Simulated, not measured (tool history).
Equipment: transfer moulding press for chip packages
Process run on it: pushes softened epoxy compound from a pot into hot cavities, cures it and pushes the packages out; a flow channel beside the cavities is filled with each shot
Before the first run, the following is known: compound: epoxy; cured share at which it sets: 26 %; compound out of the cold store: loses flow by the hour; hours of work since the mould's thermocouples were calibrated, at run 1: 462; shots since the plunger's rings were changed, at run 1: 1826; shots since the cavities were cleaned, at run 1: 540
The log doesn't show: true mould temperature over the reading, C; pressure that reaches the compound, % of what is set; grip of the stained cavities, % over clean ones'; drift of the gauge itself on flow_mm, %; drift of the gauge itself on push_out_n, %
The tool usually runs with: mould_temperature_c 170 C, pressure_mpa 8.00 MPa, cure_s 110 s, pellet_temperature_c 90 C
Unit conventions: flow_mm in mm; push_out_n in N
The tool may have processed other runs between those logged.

| run | hour | mould_temperature_c | pressure_mpa | cure_s | pellet_temperature_c | hours of work since the mould's thermocouples were calibrated | shots since the plunger's rings were changed | shots since the cavities were cleaned | incoming compound's hours out of the cold store | flow_mm | push_out_n |
|---|---|---|---|---|---|---|---|---|---|---|---|
| 1 | 0.0 | 170 | 8.00 | 110 | 90 | 462 | 1826 | 540 | 8.1 | 823 | 411 |
| 2 | 30.8 | 170 | 8.00 | 110 | 90 | 477 | 2064 | 778 | 35.5 | 712 | 415 |
|  | 43.2 | cavities cleaned with cleaning compound and waxed |
| 3 | 53.9 | 170 | 8.00 | 110 | 90 | 488 | 2230 | 82 | 43.0 | 688 | 311 |
| 4 | 86.8 | 170 | 8.00 | 104 | 90 | 504 | 2484 | 336 | 26.3 | 743 | 399 |
| 5 | 113.4 | 170 | 8.00 | 104 | 90 | 517 | 2689 | 541 | 15.4 | 782 | 427 |
| 6 | 138.8 | 170 | 8.00 | 104 | 90 | 530 | 2885 | 737 | 10.6 | 799 | 441 |
|  | 157.3 | cavities cleaned with cleaning compound and waxed |
| 7 | 157.3 | 170 | 8.00 | 104 | 90 | 538 | 3016 | 0 | 32.2 | 715 | 307 |
| 8 | 188.1 | 170 | 8.00 | 107 | 90 | 554 | 3253 | 237 | 14.7 | 780 | 359 |
| 9 | 208.5 | 176 | 8.00 | 110 | 90 | 564 | 3410 | 394 | 9.6 | 786 | 340 |
|  | 244.0 | plunger's sealing rings changed |
| 10 | 244.0 | 174 | 8.00 | 110 | 90 | 580 | 0 | 649 | 33.4 | 731 | 378 |
| 11 | 265.1 | 174 | 8.00 | 110 | 90 | 591 | 163 | 812 | 40.2 | 704 | 386 |
|  | 274.7 | cavities cleaned with cleaning compound and waxed |
| 12 | 304.0 | 174 | 8.00 | 110 | 90 | 609 | 451 | 226 | 19.2 | 781 | 314 |
|  | 328.8 | mould's thermocouples calibrated |
| 13 | 334.5 | 174 | 8.00 | 110 | 90 | 3 | 670 | 445 | 25.9 | 754 | 346 |
| 14 | 354.4 | 172 | 8.00 | 110 | 90 | 13 | 824 | 599 | 26.5 | 753 | 377 |
| 15 | 370.7 | 170 | 8.00 | 110 | 90 | 21 | 950 | 725 | 45.3 | 690 | 423 |
|  | 390.4 | cavities cleaned with cleaning compound and waxed |
| 16 | 409.6 | 170 | 8.00 | 110 | 90 | 39 | 1238 | 148 | 33.1 | 733 | 341 |
| 17 | 445.7 | 170 | 8.00 | 129 | 93 | 57 | 1517 | 427 | 38.1 | 710 | 353 |
| 18 | 481.8 | 170 | 6.14 | 110 | 97 | 75 | 1795 | 705 | 23.6 | 670 | 421 |
|  | 505.2 | cavities cleaned with cleaning compound and waxed |
| 19 | 520.7 | 170 | 6.14 | 110 | 97 | 94 | 2083 | 119 | 44.0 | 597 | 323 |
| 20 | 546.3 | 170 | 8.75 | 110 | 80 | 106 | 2280 | 316 | 32.7 | 755 | 363 |
| 21 | 575.1 | 170 | 7.69 | 110 | 90 | 121 | 2503 | 539 | 31.7 | 706 | 399 |
| 22 | 599.2 | 174 | 7.13 | 133 | 83 | 133 | 2688 | 724 | 30.5 | 676 | 368 |
|  | 619.0 | cavities cleaned with cleaning compound and waxed |
| 23 | 631.4 | 162 | 8.30 | 133 | 83 | 148 | 2925 | 95 | 13.7 | 825 | 371 |
| 24 | 648.5 | 167 | 8.30 | 133 | 83 | 156 | 3057 | 227 | 43.0 | 696 | 337 |
| 25 | 676.3 | 170 | 6.56 | 121 | 93 | 170 | 3271 | 441 | 23.8 | 675 | 368 |
| 26 | 693.5 | 170 | 6.56 | 121 | 93 | 179 | 3404 | 574 | 23.4 | 674 | 375 |
| 27 | 713.6 | 170 | 8.00 | 110 | 91 | 189 | 3559 | 729 | 47.5 | 657 | 408 |
|  | 732.2 | plunger's sealing rings changed |
|  | 735.7 | cavities cleaned with cleaning compound and waxed |
| 28 | 749.1 | 170 | 8.00 | 110 | 91 | 204 | 119 | 104 | 43.9 | 699 | 312 |
| 29 | 777.5 | 174 | 8.00 | 110 | 97 | 218 | 338 | 323 | 38.3 | 705 | 326 |

Below are 3 alternative next runs, each starting from the tool's condition after run 29. Predict each:
| A | 804.3 | 175 | 8.00 | 91 | 97 | 232 | 544 | 529 | 27.1 | ? | ? |
| B | 804.3 | 174 | 8.00 | 130 | 97 | 232 | 544 | 529 | 29.0 | ? | ? |
| C | 804.3 | 168 | 8.00 | 110 | 90 | 232 | 544 | 529 | 45.0 | ? | ? |

| run | flow_mm | push_out_n |
|---|---|---|
| A | 745 | 391 |
| B | 736 | 347 |
| C | 696 | 414 |
Without the tool's unlogged condition, the same runs would have read:
| run | flow_mm | push_out_n |
|---|---|---|
| A | 756 | 293 |
| B | 747 | 254 |
| C | 706 | 312 |

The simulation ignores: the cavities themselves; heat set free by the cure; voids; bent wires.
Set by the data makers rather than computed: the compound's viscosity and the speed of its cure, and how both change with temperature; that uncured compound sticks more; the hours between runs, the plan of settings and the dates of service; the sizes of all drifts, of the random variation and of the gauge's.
